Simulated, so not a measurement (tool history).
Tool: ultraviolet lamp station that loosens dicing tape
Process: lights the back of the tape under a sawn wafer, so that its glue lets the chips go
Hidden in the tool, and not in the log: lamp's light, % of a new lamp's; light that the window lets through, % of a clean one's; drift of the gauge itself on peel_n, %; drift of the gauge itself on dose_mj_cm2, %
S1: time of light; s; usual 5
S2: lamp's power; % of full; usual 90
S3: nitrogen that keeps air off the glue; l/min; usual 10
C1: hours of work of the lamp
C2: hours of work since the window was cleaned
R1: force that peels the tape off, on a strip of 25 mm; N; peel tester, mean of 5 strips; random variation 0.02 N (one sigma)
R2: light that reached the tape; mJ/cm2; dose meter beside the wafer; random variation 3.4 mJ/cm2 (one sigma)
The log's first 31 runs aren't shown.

run,day,S1,S2,S3,C1,C2,R1,R2
32,78.817,6,77,18,345,468,1.291,424
33,80.783,7,77,18,366,489,0.932,480
34,82.683,8,90,18,386,509,0.544,643
35,85.454,8,90,9,415,538,0.767,622
36,88.792,8,90,9,451,573,0.803,614
# day 89.071: window cleaned of glue's vapour
37,91.971,5,69,12,484,31,2.148,349
38,95.225,4,61,3,518,65,4.984,239
39,97.367,4,72,4,541,88,3.866,277
40,100.642,4,72,4,576,122,3.920,269
41,103.367,4,72,4,604,151,4.196,260
42,106.433,5,90,13,637,184,1.562,399

5 ways to go on from here, each from the tool as it stands after run 42. What would each give?
A,108.025,7,80,10,654,200,?,?
B,108.025,6,65,20,654,200,?,?
C,108.025,5,73,14,654,200,?,?
D,108.025,2,90,14,654,200,?,?
E,108.025,4,68,13,654,200,?,?

run,R1,R2
A,1.204,488
B,1.696,344
C,2.080,323
D,4.703,161
E,3.144,238
Without the tool's hidden state the same runs would have given:
run,R1,R2
A,0.620,680
B,0.924,478
C,1.192,449
D,3.485,223
E,2.042,332
